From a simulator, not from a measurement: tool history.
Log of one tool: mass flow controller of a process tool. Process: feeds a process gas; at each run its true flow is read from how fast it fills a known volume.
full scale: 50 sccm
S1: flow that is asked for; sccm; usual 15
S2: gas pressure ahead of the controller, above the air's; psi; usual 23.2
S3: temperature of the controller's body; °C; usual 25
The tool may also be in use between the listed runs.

Run 1, hour 0: usual settings. Result: true flow (%) 98.78.
Run 2, hour 51.9: usual settings. Result: true flow (%) 98.62.
Run 3, hour 132.4: usual settings but S3 36 °C. Result: true flow (%) 98.28.
Run 4, hour 236.7: usual settings but S3 36 °C. Result: true flow (%) 98.16.
Run 5, hour 339.9: usual settings but S3 36 °C. Result: true flow (%) 98.11.
Run 6, hour 444.6: usual settings but S3 36 °C. Result: true flow (%) 98.08.
Run 7, hour 534.4: usual settings but S3 36 °C. Result: true flow (%) 98.
Run 8, hour 629: usual settings but S3 36 °C. Result: true flow (%) 98.08.
Run 9, hour 732.6: usual settings but S1 10 sccm. Result: true flow (%) 98.22.
Run 10, hour 804.8: usual settings but S1 10 sccm. Result: true flow (%) 98.23.
Run 11, hour 919.7: usual settings but S1 10 sccm. Result: true flow (%) 98.32.
At hour 929.7: controller's zero set anew.
Run 12, hour 1030.7: usual settings but S1 10 sccm. Result: true flow (%) 98.06.
Run 13, hour 1135.6: usual settings but S1 10 sccm, S3 24 °C. Result: true flow (%) 98.15.
Run 14, hour 1199.5: usual settings. Result: true flow (%) 98.38.
Run 15, hour 1299: usual settings but S1 8 sccm, S2 21.3 psi. Result: true flow (%) 97.87.
Run 16, hour 1401.7: usual settings but S1 8 sccm, S2 21.3 psi. Result: true flow (%) 97.87.
Run 17, hour 1498.6: usual settings but S1 8 sccm, S2 21.3 psi. Result: true flow (%) 97.87.
At hour 1546.6: controller's zero set anew, once more.
Run 18, hour 1591.6: usual settings but S1 6 sccm, S2 25.2 psi, S3 23 °C. Result: true flow (%) 98.4.
Run 19, hour 1653.8: usual settings but S1 6 sccm, S2 25.2 psi, S3 23 °C. Result: true flow (%) 98.2.
Run 20, hour 1766.5: usual settings but S1 6 sccm, S2 25.2 psi, S3 23 °C. Result: true flow (%) 98.34.
Run 21, hour 1867.8: usual settings but S1 14 sccm, S2 38.3 psi, S3 21 °C. Result: true flow (%) 98.26.
Run 22, hour 1958.7: usual settings but S1 14 sccm, S2 38.3 psi, S3 21 °C. Result: true flow (%) 98.28.
Run 23, hour 2072: usual settings but S1 14 sccm, S2 38.3 psi, S3 21 °C. Result: true flow (%) 98.15.
Run 24, hour 2125.4: usual settings but S1 25 sccm, S2 22.8 psi, S3 22 °C. Result: true flow (%) 99.2.
Run 25, hour 2178.6: usual settings but S1 25 sccm, S2 22.8 psi, S3 22 °C. Result: true flow (%) 99.12.
Run 26, hour 2291.5: usual settings but S1 25 sccm, S2 22.8 psi, S3 22 °C. Result: true flow (%) 99.22.
Run 27, hour 2344.6: usual settings but S1 25 sccm, S2 22.8 psi, S3 22 °C. Result: true flow (%) 99.13.

Measured less the same run without the tool's hidden state. The same run-to-run variation is in both; the gauge's scatter may not be:
The hidden state here: flow at rest that the sensor doesn't see, % of full scale; true flow over the shown one, %; drift of the gauge itself on true_pct, %.
run  true flow (%)
  1          -0.28
  2           -0.3
  3          -0.31
  4          -0.32
  5          -0.35
  6          -0.36
  7          -0.38
  8           -0.4
  9          -0.56
 10          -0.58
 11          -0.61
 12          -0.75
 13          -0.78
 14          -0.58
 15          -0.98
 16             -1
 17          -1.03
 18          -0.41
 19          -0.43
 20          -0.47
 21          -0.34
 22          -0.36
 23          -0.38
 24          -0.32
 25          -0.33
 26          -0.34
 27          -0.35

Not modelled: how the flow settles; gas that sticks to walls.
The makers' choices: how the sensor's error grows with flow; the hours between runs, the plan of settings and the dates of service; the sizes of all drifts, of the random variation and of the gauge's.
